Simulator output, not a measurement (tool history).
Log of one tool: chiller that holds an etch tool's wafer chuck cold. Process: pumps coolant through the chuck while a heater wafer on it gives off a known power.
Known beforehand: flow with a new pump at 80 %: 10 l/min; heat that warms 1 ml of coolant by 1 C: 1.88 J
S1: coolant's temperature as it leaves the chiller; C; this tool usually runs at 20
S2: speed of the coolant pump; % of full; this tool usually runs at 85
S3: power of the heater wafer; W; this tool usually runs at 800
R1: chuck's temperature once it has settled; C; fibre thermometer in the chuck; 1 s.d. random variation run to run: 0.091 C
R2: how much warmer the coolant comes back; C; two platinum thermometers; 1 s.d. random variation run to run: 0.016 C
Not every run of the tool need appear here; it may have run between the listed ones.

run	hour	S1	S2	S3	R1	R2
1	0	20	85	800	25.21	2.38
2	128.4	20	97	800	24.77	2.06
3	236.4	20	97	800	24.92	2.07
4	342.5	20	97	800	24.52	2.05
5	456.3	20	85	653	24.39	1.97
6	513.1	20	85	653	24.29	1.97
7	650.4	20	85	653	24.51	1.95
8	717.8	20	85	800	25.49	2.41
9	829	20	85	800	25.51	2.4
10	893.3	10	85	800	15.43	2.42
11	985.4	20	85	469	23.28	1.42
12	1122.7	20	85	800	25.41	2.43
13	1257.2	20	85	800	25.53	2.42
14	1340.6	15	62	880	23.17	3.82
15	1465.9	15	78	450	18.48	1.51

The next listed run, before its measurement:
16	1567.8	17	98	450	?	?

Run 16 came out at R1 19.9 C, R2 1.15 C.
With no hidden state in the tool, this same run would have given R1 19.44 C, R2 1.12 C.

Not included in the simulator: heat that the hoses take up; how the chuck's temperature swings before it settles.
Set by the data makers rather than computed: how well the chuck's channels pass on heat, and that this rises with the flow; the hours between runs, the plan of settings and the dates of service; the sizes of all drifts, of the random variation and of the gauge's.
